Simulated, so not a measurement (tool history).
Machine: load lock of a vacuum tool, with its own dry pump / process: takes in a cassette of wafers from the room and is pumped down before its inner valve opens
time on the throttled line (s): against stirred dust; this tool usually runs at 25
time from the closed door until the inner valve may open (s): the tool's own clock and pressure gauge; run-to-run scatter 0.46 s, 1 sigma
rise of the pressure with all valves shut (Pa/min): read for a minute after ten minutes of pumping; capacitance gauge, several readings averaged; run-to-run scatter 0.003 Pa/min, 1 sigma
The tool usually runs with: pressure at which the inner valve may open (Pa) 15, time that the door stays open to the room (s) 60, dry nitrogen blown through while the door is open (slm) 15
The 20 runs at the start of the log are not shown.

run      day  time on the throttled line (s)  pressure at which the inner valve may open (Pa)  time that the door stays open to the room (s)  dry nitrogen blown through while the door is open (slm)  hours that the pump has run since its overhaul  times that the door has closed on its seal  incoming humidity of the room's air, %  time from the closed door until the inner valve may open (s)  rise of the pressure with all valves shut (Pa/min)
 21  148.808                              25                                               11                                             60                                                       12                                            7466                                       59697                                    47.0                                                          64.3                                               0.278
 22  159.038                              25                                               11                                             60                                                       12                                            7711                                       60526                                    42.8                                                          63.5                                               0.276
 23  163.829                              39                                               15                                             60                                                       15                                            7826                                       60915                                    46.2                                                          71.8                                               0.277
 24  169.200                              25                                               15                                            182                                                       15                                            7955                                       61350                                    43.0                                                          62.5                                               0.296
 25  174.142                              25                                               26                                             60                                                       15                                            8074                                       61750                                    47.3                                                          59.0                                               0.283
 26  182.988                              25                                               26                                             94                                                        9                                            8286                                       62468                                    44.4                                                          59.4                                               0.304
 27  191.354                              25                                               26                                             94                                                        9                                            8487                                       63146                                    44.7                                                          58.5                                               0.297
 28  201.688                              19                                               15                                             60                                                        6                                            8735                                       63984                                    48.1                                                          58.3                                               0.303
 29  210.996                              37                                               15                                            194                                                        6                                            8958                                       64738                                    47.1                                                          71.9                                               0.345
 30  221.050                              25                                               29                                             60                                                       15                                            9200                                       65554                                    46.2                                                          59.4                                               0.297
 31  225.879                              25                                               29                                             60                                                       15                                            9316                                       65945                                    44.6                                                          59.4                                               0.311
 32  235.129                              32                                               29                                             43                                                        6                                            9538                                       66695                                    43.1                                                          63.0                                               0.308
 33  242.621                              38                                               11                                            138                                                        9                                            9717                                       67302                                    45.8                                                          73.7                                               0.350
     248.754  -- door's seal changed, seat wiped
 34  248.971                              30                                               13                                             92                                                       22                                            9868                                          17                                    44.8                                                          67.3                                               0.038
 35  253.338                              25                                               21                                             43                                                       15                                            9973                                         371                                    42.9                                                          60.6                                               0.037
 36  259.529                              25                                               21                                             43                                                       15                                           10122                                         873                                    43.3                                                          61.0                                               0.033
 37  267.383                              25                                               15                                            108                                                        8                                           10310                                        1510                                    45.8                                                          64.4                                               0.072

Branching from run 37: 3 alternative next runs. What would each branch give?
  A  277.721                              19                                               15                                             60                                                       15                                           10558                                        2348                                    44.3                                                             ?                                                   ?
  B  277.721                              25                                               23                                             60                                                       15                                           10558                                        2348                                    45.3                                                             ?                                                   ?
  C  277.721                              25                                               15                                            201                                                        8                                           10558                                        2348                                    45.1                                                             ?                                                   ?

run  time from the closed door until the inner valve may open (s)  rise of the pressure with all valves shut (Pa/min)
  A                                                          58.9                                               0.043
  B                                                          61.3                                               0.045
  C                                                          63.3                                               0.091
Had the tool no hidden state, the same runs would have come out as:
run  time from the closed door until the inner valve may open (s)  rise of the pressure with all valves shut (Pa/min)
  A                                                          53.0                                               0.039
  B                                                          55.9                                               0.041
  C                                                          57.6                                               0.087
